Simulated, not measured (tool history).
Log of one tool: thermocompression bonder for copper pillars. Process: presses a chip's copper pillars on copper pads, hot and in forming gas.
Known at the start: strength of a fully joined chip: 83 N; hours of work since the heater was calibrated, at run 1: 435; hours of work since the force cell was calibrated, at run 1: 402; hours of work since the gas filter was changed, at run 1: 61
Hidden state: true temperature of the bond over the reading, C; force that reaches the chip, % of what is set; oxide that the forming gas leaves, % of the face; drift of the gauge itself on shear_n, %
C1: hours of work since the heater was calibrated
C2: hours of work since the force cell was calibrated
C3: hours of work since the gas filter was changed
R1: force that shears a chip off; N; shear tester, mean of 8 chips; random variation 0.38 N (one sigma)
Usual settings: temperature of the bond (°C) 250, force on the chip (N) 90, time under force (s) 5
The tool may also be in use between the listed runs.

{"run": 1, "hour": 0.0, "temperature of the bond (°C)": 250, "force on the chip (N)": 90, "time under force (s)": 5, "C1": 435, "C2": 402, "C3": 61, "R1": 42.9}
{"run": 2, "hour": 24.1, "temperature of the bond (°C)": 250, "force on the chip (N)": 90, "time under force (s)": 5, "C1": 446, "C2": 413, "C3": 72, "R1": 43.3}
{"run": 3, "hour": 41.3, "temperature of the bond (°C)": 250, "force on the chip (N)": 90, "time under force (s)": 8, "C1": 453, "C2": 421, "C3": 79, "R1": 49.7}
{"run": 4, "hour": 51.8, "temperature of the bond (°C)": 250, "force on the chip (N)": 90, "time under force (s)": 5, "C1": 458, "C2": 425, "C3": 84, "R1": 42.5}
{"run": 5, "hour": 74.5, "temperature of the bond (°C)": 250, "force on the chip (N)": 90, "time under force (s)": 5, "C1": 468, "C2": 435, "C3": 94, "R1": 42.8}
{"run": 6, "hour": 85.1, "temperature of the bond (°C)": 250, "force on the chip (N)": 90, "time under force (s)": 5, "C1": 472, "C2": 440, "C3": 99, "R1": 43.7}
{"run": 7, "hour": 98.6, "temperature of the bond (°C)": 250, "force on the chip (N)": 56, "time under force (s)": 5, "C1": 478, "C2": 446, "C3": 105, "R1": 25}
{"run": 8, "hour": 109.5, "temperature of the bond (°C)": 250, "force on the chip (N)": 120, "time under force (s)": 5, "C1": 483, "C2": 451, "C3": 109, "R1": 54.9}
{"run": 9, "hour": 130.3, "temperature of the bond (°C)": 250, "force on the chip (N)": 120, "time under force (s)": 5, "C1": 492, "C2": 460, "C3": 118, "R1": 55.5}
{"run": 10, "hour": 145.6, "temperature of the bond (°C)": 252, "force on the chip (N)": 120, "time under force (s)": 5, "C1": 499, "C2": 467, "C3": 125, "R1": 55.6}
{"run": 11, "hour": 166.5, "temperature of the bond (°C)": 252, "force on the chip (N)": 120, "time under force (s)": 5, "C1": 508, "C2": 476, "C3": 134, "R1": 55.5}
{"run": 12, "hour": 187.1, "temperature of the bond (°C)": 250, "force on the chip (N)": 90, "time under force (s)": 9, "C1": 517, "C2": 485, "C3": 144, "R1": 51.5}
{"run": 13, "hour": 211.4, "temperature of the bond (°C)": 259, "force on the chip (N)": 90, "time under force (s)": 9, "C1": 528, "C2": 496, "C3": 154, "R1": 54.9}
{"run": 14, "hour": 236.1, "temperature of the bond (°C)": 259, "force on the chip (N)": 90, "time under force (s)": 9, "C1": 539, "C2": 507, "C3": 165, "R1": 53.9}
{"run": 15, "hour": 248.0, "temperature of the bond (°C)": 250, "force on the chip (N)": 58, "time under force (s)": 6, "C1": 544, "C2": 512, "C3": 170, "R1": 28}
{"run": 16, "hour": 261.4, "temperature of the bond (°C)": 250, "force on the chip (N)": 58, "time under force (s)": 6, "C1": 550, "C2": 518, "C3": 176, "R1": 27.9}
{"hour": 273.8, "done": "forming gas filter changed"}
{"run": 17, "hour": 279.8, "temperature of the bond (°C)": 229, "force on the chip (N)": 90, "time under force (s)": 5, "C1": 558, "C2": 526, "C3": 3, "R1": 35.5}
{"run": 18, "hour": 292.7, "temperature of the bond (°C)": 250, "force on the chip (N)": 111, "time under force (s)": 5, "C1": 564, "C2": 531, "C3": 8, "R1": 52.7}
{"run": 19, "hour": 306.8, "temperature of the bond (°C)": 229, "force on the chip (N)": 118, "time under force (s)": 5, "C1": 570, "C2": 538, "C3": 15, "R1": 46.1}
{"run": 20, "hour": 317.3, "temperature of the bond (°C)": 265, "force on the chip (N)": 90, "time under force (s)": 7, "C1": 575, "C2": 542, "C3": 19, "R1": 54.9}
{"run": 21, "hour": 329.1, "temperature of the bond (°C)": 265, "force on the chip (N)": 90, "time under force (s)": 7, "C1": 580, "C2": 547, "C3": 24, "R1": 55}
{"run": 22, "hour": 340.9, "temperature of the bond (°C)": 265, "force on the chip (N)": 90, "time under force (s)": 7, "C1": 585, "C2": 553, "C3": 30, "R1": 55.1}
{"run": 23, "hour": 357.2, "temperature of the bond (°C)": 276, "force on the chip (N)": 90, "time under force (s)": 5, "C1": 592, "C2": 560, "C3": 37, "R1": 53.8}
{"run": 24, "hour": 372.9, "temperature of the bond (°C)": 276, "force on the chip (N)": 90, "time under force (s)": 5, "C1": 599, "C2": 567, "C3": 44, "R1": 54.2}
{"run": 25, "hour": 391.6, "temperature of the bond (°C)": 227, "force on the chip (N)": 90, "time under force (s)": 3, "C1": 607, "C2": 575, "C3": 52, "R1": 27.9}

The same runs without the tool's hidden state, with the same run-to-run variation:
run=1 R1=43.7
run=2 R1=44.2
run=3 R1=50.8
run=4 R1=43.5
run=5 R1=44
run=6 R1=44.9
run=7 R1=25.8
run=8 R1=56.5
run=9 R1=57.2
run=10 R1=57.4
run=11 R1=57.5
run=12 R1=53.4
run=13 R1=57
run=14 R1=56.1
run=15 R1=29.3
run=16 R1=29.2
run=17 R1=35.9
run=18 R1=53.1
run=19 R1=46.6
run=20 R1=55.4
run=21 R1=55.6
run=22 R1=55.7
run=23 R1=54.5
run=24 R1=55
run=25 R1=28.5

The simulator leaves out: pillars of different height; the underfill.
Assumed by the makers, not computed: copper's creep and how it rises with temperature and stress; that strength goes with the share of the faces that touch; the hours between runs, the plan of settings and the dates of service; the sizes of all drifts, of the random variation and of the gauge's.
